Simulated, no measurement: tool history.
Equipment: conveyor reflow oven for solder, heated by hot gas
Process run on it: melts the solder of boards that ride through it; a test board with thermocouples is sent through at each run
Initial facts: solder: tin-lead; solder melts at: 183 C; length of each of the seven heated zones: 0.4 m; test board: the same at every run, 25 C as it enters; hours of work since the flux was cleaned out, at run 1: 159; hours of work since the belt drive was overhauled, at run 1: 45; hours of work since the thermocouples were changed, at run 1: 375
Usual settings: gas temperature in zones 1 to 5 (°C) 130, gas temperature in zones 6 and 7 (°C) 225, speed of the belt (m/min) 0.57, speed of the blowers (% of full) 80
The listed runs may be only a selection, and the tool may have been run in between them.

| run | hour | gas temperature in zones 1 to 5 (°C) | gas temperature in zones 6 and 7 (°C) | speed of the belt (m/min) | speed of the blowers (% of full) | hours of work since the flux was cleaned out | hours of work since the belt drive was overhauled | hours of work since the thermocouples were changed | highest temperature of the board (°C) | time above the solder's melting point (s) |
|---|---|---|---|---|---|---|---|---|---|---|
| 1 | 0 | 130 | 225 | 0.57 | 80 | 159 | 45 | 375 | 207 | 50.8 |
| 2 | 5 | 130 | 225 | 0.57 | 50 | 162 | 48 | 378 | 199.3 | 38 |
|  | 12.5 | flux residue cleaned out of gas plates and filters |
| 3 | 15 | 130 | 225 | 0.57 | 80 | 2 | 51 | 381 | 208.3 | 51.4 |
| 4 | 19.6 | 130 | 239 | 0.57 | 80 | 4 | 54 | 384 | 219.9 | 62.5 |
| 5 | 28.2 | 130 | 239 | 0.57 | 80 | 10 | 59 | 390 | 220.1 | 62.6 |
| 6 | 35.7 | 130 | 239 | 0.57 | 80 | 14 | 64 | 394 | 220.2 | 63 |
| 7 | 39.7 | 130 | 225 | 0.478 | 80 | 17 | 66 | 397 | 212.5 | 69.5 |
| 8 | 44.4 | 130 | 225 | 0.57 | 79 | 20 | 69 | 400 | 207.5 | 51.6 |
| 9 | 49.8 | 131 | 225 | 0.57 | 80 | 23 | 72 | 403 | 208.3 | 52.4 |
| 10 | 58.3 | 131 | 225 | 0.57 | 80 | 28 | 77 | 408 | 208.3 | 51.8 |
| 11 | 66.8 | 133 | 218 | 0.57 | 69 | 33 | 83 | 413 | 200.3 | 42.6 |
| 12 | 70.9 | 133 | 218 | 0.57 | 69 | 36 | 85 | 416 | 200.6 | 42.4 |

For run 13, what comes out?
| 13 | 77.6 | 130 | 225 | 0.63 | 80 | 40 | 89 | 420 | ? | ? |

highest temperature of the board (°C): 204.9
time above the solder's melting point (s): 41.9
Had the tool carried no hidden state, the very same run would have given highest temperature of the board (°C) 206.9, time above the solder's melting point (s) 44.2.
